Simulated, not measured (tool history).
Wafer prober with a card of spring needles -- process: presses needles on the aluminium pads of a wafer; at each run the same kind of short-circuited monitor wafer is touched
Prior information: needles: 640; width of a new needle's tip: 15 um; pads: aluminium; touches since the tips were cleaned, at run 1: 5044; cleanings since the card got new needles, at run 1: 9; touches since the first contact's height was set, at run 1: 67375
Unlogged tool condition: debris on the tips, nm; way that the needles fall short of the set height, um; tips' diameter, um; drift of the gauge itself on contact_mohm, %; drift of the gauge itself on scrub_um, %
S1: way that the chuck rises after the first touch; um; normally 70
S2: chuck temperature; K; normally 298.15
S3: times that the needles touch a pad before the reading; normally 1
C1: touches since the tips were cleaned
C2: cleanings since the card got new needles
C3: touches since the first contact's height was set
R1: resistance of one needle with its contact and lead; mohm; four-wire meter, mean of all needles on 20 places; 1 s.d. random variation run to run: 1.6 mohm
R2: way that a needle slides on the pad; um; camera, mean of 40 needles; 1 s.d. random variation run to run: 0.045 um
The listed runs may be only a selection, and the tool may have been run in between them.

| run | hour | S1 | S2 | S3 | C1 | C2 | C3 | R1 | R2 |
|---|---|---|---|---|---|---|---|---|---|
| 1 | 0 | 70 | 298.15 | 1 | 5044 | 9 | 67375 | 161 | 11.95 |
|  | 3.3 | tips cleaned on abrasive film |
| 2 | 8 | 51 | 298.15 | 1 | 1164 | 10 | 69316 | 170 | 8.69 |
| 3 | 14.9 | 51 | 298.15 | 1 | 2862 | 10 | 71014 | 171 | 8.74 |
| 4 | 19.6 | 70 | 298.15 | 1 | 4025 | 10 | 72177 | 162 | 12.07 |
| 5 | 25.8 | 70 | 298.15 | 1 | 5546 | 10 | 73698 | 161 | 12.05 |
|  | 27.3 | tips cleaned on abrasive film |
| 6 | 35 | 70 | 298.15 | 1 | 1879 | 11 | 75933 | 161 | 12.01 |
| 7 | 42.2 | 70 | 311.15 | 1 | 3643 | 11 | 77697 | 164 | 12.08 |
| 8 | 46.5 | 70 | 311.15 | 1 | 4720 | 11 | 78774 | 164 | 12.08 |
|  | 51.6 | tips cleaned on abrasive film |
| 9 | 51.8 | 70 | 311.15 | 1 | 49 | 12 | 80050 | 163 | 12.13 |
| 10 | 55.8 | 70 | 298.15 | 1 | 1018 | 12 | 81019 | 162 | 12.15 |
| 11 | 64.9 | 82 | 316.15 | 1 | 3256 | 12 | 83257 | 161 | 14.3 |
| 12 | 70.6 | 77 | 319.15 | 1 | 4667 | 12 | 84668 | 163 | 13.41 |
|  | 75.3 | tips cleaned on abrasive film |
| 13 | 76 | 74 | 319.15 | 1 | 173 | 13 | 85973 | 167 | 12.89 |
| 14 | 79.9 | 70 | 336.15 | 2 | 1135 | 13 | 86935 | 170 | 12.23 |
|  | 85.3 | gauge calibrated |
| 15 | 88 | 70 | 336.15 | 2 | 3122 | 13 | 88922 | 170 | 11.98 |
| 16 | 95.3 | 70 | 336.15 | 2 | 4914 | 13 | 90714 | 166 | 12.02 |
|  | 99.1 | tips cleaned on abrasive film |
| 17 | 104.1 | 70 | 387.15 | 1 | 1230 | 14 | 92873 | 179 | 12.03 |
| 18 | 111.3 | 61 | 298.15 | 3 | 2995 | 14 | 94638 | 163 | 10.52 |
| 19 | 118.4 | 73 | 299.15 | 2 | 4750 | 14 | 96393 | 159 | 12.52 |

4 ways to go on from here, each from the tool as it stands after run 19. What would each give?
|  | 123.1 | tips cleaned on abrasive film |
| A | 123.8 | 73 | 362.15 | 1 | 183 | 15 | 97686 | ? | ? |
|  | 123.1 | tips cleaned on abrasive film |
| B | 123.8 | 52 | 340.15 | 1 | 183 | 15 | 97686 | ? | ? |
|  | 123.1 | tips cleaned on abrasive film |
| C | 123.8 | 67 | 345.15 | 1 | 183 | 15 | 97686 | ? | ? |
|  | 123.1 | tips cleaned on abrasive film |
| D | 123.8 | 70 | 320.15 | 1 | 183 | 15 | 97686 | ? | ? |

| run | R1 | R2 |
|---|---|---|
| A | 174 | 12.6 |
| B | 175 | 8.99 |
| C | 175 | 11.57 |
| D | 164 | 12.09 |
Without the tool's unlogged condition, the same runs would have read:
| run | R1 | R2 |
|---|---|---|
| A | 174 | 12.45 |
| B | 175 | 8.88 |
| C | 175 | 11.42 |
| D | 164 | 11.95 |
